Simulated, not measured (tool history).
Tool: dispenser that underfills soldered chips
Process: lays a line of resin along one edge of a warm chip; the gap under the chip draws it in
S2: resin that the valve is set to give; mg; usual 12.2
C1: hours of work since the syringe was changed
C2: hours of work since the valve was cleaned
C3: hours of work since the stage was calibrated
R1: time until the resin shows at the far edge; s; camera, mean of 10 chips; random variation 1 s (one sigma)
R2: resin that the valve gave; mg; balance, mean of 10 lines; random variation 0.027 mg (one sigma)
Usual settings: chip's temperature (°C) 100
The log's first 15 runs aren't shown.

run 16 hour=65.2 | chip's_temperature_(°C)=100 S2=12.2 | C1=6 C2=30 C3=98 | R1=144.8 R2=11.89
-- hour=67 new syringe of resin
run 17 hour=71.7 | chip's_temperature_(°C)=100 S2=12.2 | C1=3 C2=34 C3=102 | R1=124.1 R2=11.88
run 18 hour=77.3 | chip's_temperature_(°C)=100 S2=12.5 | C1=7 C2=38 C3=105 | R1=156.3 R2=12.18
-- hour=78.7 new syringe of resin
run 19 hour=81.8 | chip's_temperature_(°C)=88 S2=15.9 | C1=2 C2=41 C3=108 | R1=155 R2=15.44
run 20 hour=86 | chip's_temperature_(°C)=91 S2=13 | C1=5 C2=43 C3=111 | R1=170.4 R2=12.63
-- hour=90.6 new syringe of resin
run 21 hour=90.9 | chip's_temperature_(°C)=111 S2=11.9 | C1=0 C2=46 C3=114 | R1=70.9 R2=11.53
-- hour=96.5 dispensing valve cleaned and set on the balance
run 22 hour=97.9 | chip's_temperature_(°C)=110 S2=14 | C1=4 C2=1 C3=118 | R1=94.7 R2=13.97
run 23 hour=101.3 | chip's_temperature_(°C)=100 S2=11 | C1=6 C2=3 C3=120 | R1=153.6 R2=10.97
-- hour=103.1 new syringe of resin
run 24 hour=107.6 | chip's_temperature_(°C)=87 S2=12.6 | C1=3 C2=7 C3=124 | R1=176 R2=12.46
run 25 hour=113.6 | chip's_temperature_(°C)=109 S2=12.2 | C1=7 C2=11 C3=128 | R1=115.8 R2=12.1

The next listed run, before its measurement:
-- hour=114.9 new syringe of resin
run 26 hour=119.4 | chip's_temperature_(°C)=109 S2=12.2 | C1=3 C2=15 C3=131 | R1=? R2=?

R1: 88.4 s
R2: 12.04 mg
Without the tool's hidden state the same run would have given R1 74.8 s, R2 12.18 mg.
